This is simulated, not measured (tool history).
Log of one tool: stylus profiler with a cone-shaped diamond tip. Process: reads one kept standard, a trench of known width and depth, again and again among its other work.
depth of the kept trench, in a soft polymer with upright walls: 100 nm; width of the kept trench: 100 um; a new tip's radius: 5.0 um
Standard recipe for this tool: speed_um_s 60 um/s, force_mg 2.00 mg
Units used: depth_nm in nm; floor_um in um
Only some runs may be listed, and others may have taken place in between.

run	hour	speed_um_s	force_mg	depth_nm	floor_um
1	0.0	60	2.00	100.71	97.28
2	43.0	60	2.00	100.81	97.24
3	82.7	60	2.00	100.72	97.22
4	111.4	60	2.00	100.83	97.25
5	137.4	60	2.00	100.70	97.28
6	177.7	60	2.00	100.80	97.20
7	210.5	60	2.00	100.75	97.25
8	244.7	68	0.91	100.32	97.00
9	278.4	75	1.31	100.49	96.99
# hour 281.4: height scale calibrated on a step standard
10	314.1	75	1.31	100.29	97.05
11	358.0	18	4.12	101.23	97.44
12	382.4	216	4.12	101.24	96.60
# hour 391.9: height scale calibrated on a step standard, once more
13	424.7	18	3.99	101.82	97.42

Alternative continuations, all from the tool just after run 13; predict every row:
A	468.2	57	0.72	?	?
B	468.2	99	2.58	?	?
C	468.2	239	1.05	?	?
D	468.2	29	2.00	?	?
E	468.2	149	1.00	?	?

run	depth_nm	floor_um
A	100.55	96.92
B	101.30	96.99
C	100.73	95.56
D	101.08	97.35
E	100.76	96.26
Take away the tool's hidden state, keep each run's random variation, and the runs would have read:
run	depth_nm	floor_um
A	100.53	97.42
B	101.29	97.48
C	100.71	96.05
D	101.07	97.84
E	100.75	96.76
